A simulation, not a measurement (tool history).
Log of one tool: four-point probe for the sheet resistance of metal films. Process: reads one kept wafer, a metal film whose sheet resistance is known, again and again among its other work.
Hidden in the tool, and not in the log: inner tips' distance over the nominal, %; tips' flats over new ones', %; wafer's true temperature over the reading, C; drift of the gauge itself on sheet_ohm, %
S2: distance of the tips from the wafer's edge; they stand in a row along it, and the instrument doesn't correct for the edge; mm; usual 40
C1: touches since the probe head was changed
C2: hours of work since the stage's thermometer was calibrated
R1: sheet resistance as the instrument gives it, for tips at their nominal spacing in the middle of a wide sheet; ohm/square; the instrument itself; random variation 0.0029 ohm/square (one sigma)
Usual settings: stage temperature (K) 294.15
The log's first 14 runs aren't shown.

run 15 hour=927.8 | stage_temperature_(K)=294.15 S2=40 | C1=79755 C2=76 | R1=14.42662
run 16 hour=1024.9 | stage_temperature_(K)=294.15 S2=40 | C1=81836 C2=137 | R1=14.431833
run 17 hour=1087.8 | stage_temperature_(K)=294.15 S2=40 | C1=83185 C2=177 | R1=14.435579
run 18 hour=1161.8 | stage_temperature_(K)=294.15 S2=40 | C1=84769 C2=224 | R1=14.432079
-- hour=1216 stage's thermometer calibrated, once more
run 19 hour=1243.9 | stage_temperature_(K)=295.15 S2=6 | C1=86520 C2=18 | R1=14.589118
run 20 hour=1300.9 | stage_temperature_(K)=302.15 S2=41 | C1=87741 C2=54 | R1=14.457881
run 21 hour=1380.3 | stage_temperature_(K)=303.15 S2=5 | C1=89443 C2=104 | R1=14.772265
run 22 hour=1441.1 | stage_temperature_(K)=301.15 S2=45 | C1=90745 C2=143 | R1=14.448413
run 23 hour=1537 | stage_temperature_(K)=300.15 S2=9 | C1=92802 C2=203 | R1=14.530809
run 24 hour=1611.1 | stage_temperature_(K)=294.15 S2=8 | C1=94388 C2=250 | R1=14.495628
run 25 hour=1705.5 | stage_temperature_(K)=292.15 S2=6 | C1=96412 C2=310 | R1=14.565996
run 26 hour=1748.3 | stage_temperature_(K)=304.15 S2=6 | C1=97330 C2=337 | R1=14.699359
run 27 hour=1815 | stage_temperature_(K)=294.15 S2=17 | C1=98759 C2=379 | R1=14.404397
run 28 hour=1882.2 | stage_temperature_(K)=292.15 S2=8 | C1=100199 C2=422 | R1=14.482588
run 29 hour=1971.4 | stage_temperature_(K)=292.15 S2=8 | C1=102111 C2=478 | R1=14.478796
run 30 hour=2013.1 | stage_temperature_(K)=292.15 S2=8 | C1=103006 C2=505 | R1=14.48353
run 31 hour=2085.7 | stage_temperature_(K)=295.15 S2=12 | C1=104560 C2=551 | R1=14.4518
run 32 hour=2142.3 | stage_temperature_(K)=295.15 S2=12 | C1=105775 C2=587 | R1=14.451869
run 33 hour=2189.7 | stage_temperature_(K)=295.15 S2=12 | C1=106790 C2=617 | R1=14.450541
run 34 hour=2248.7 | stage_temperature_(K)=295.15 S2=8 | C1=108055 C2=654 | R1=14.518373
run 35 hour=2302.1 | stage_temperature_(K)=295.15 S2=8 | C1=109199 C2=688 | R1=14.52178

Forecast each of these 4 alternatives for the next run:
run A hour=2374.2 | stage_temperature_(K)=293.15 S2=15 | C1=110744 C2=733 | R1=?
run B hour=2374.2 | stage_temperature_(K)=297.15 S2=13 | C1=110744 C2=733 | R1=?
run C hour=2374.2 | stage_temperature_(K)=306.15 S2=42 | C1=110744 C2=733 | R1=?
run D hour=2374.2 | stage_temperature_(K)=292.15 S2=8 | C1=110744 C2=733 | R1=?

run=A R1=14.418979
run=B R1=14.471837
run=C R1=14.522963
run=D R1=14.496515
Without the tool's hidden state the same runs would have given:
run=A R1=14.397316
run=B R1=14.450276
run=C R1=14.501712
run=D R1=14.474694
